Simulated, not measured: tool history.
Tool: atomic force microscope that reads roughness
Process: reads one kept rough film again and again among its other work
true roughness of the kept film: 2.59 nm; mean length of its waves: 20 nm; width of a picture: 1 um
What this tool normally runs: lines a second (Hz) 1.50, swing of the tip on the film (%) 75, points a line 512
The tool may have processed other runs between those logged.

run,hour,lines a second (Hz),swing of the tip on the film (%),points a line,roughness of the kept film (nm (root mean square))
1,0.0,1.50,75,512,1.991
2,16.1,1.50,75,512,1.975
3,33.7,1.50,75,512,1.943
4,58.0,1.50,75,512,1.890
5,79.8,0.68,75,512,1.970
6,103.3,1.50,75,512,1.832
7,127.8,0.84,75,512,1.866
8,145.1,3.20,75,512,1.595
9,158.8,0.56,75,512,1.841
10,178.1,0.56,75,512,1.806
11,202.7,1.50,73,512,1.703
12,222.8,1.50,75,721,1.651
# hour 230.6: new tip fitted
13,241.2,1.50,75,721,2.016
14,254.1,1.50,75,721,1.990
15,276.0,2.02,75,512,1.871
16,291.4,2.02,75,512,1.854
17,312.9,0.84,75,512,1.955
18,331.1,0.84,75,512,1.926
19,345.4,0.84,75,512,1.907
20,367.2,0.84,75,512,1.872
21,379.5,0.84,75,512,1.842
22,401.3,0.84,75,512,1.803
23,424.8,0.84,75,512,1.782
# hour 427.2: height scale calibrated on a step standard
24,440.5,1.50,75,512,1.681
25,459.1,1.50,75,512,1.657
26,484.1,1.31,85,487,1.560

Run 27 comes next. What will it give?
# hour 487.0: new tip fitted
27,505.0,1.50,64,779,?

roughness of the kept film (nm (root mean square)): 2.093
Had the tool carried no hidden state, the very same run would have given roughness of the kept film (nm (root mean square)) 2.150.
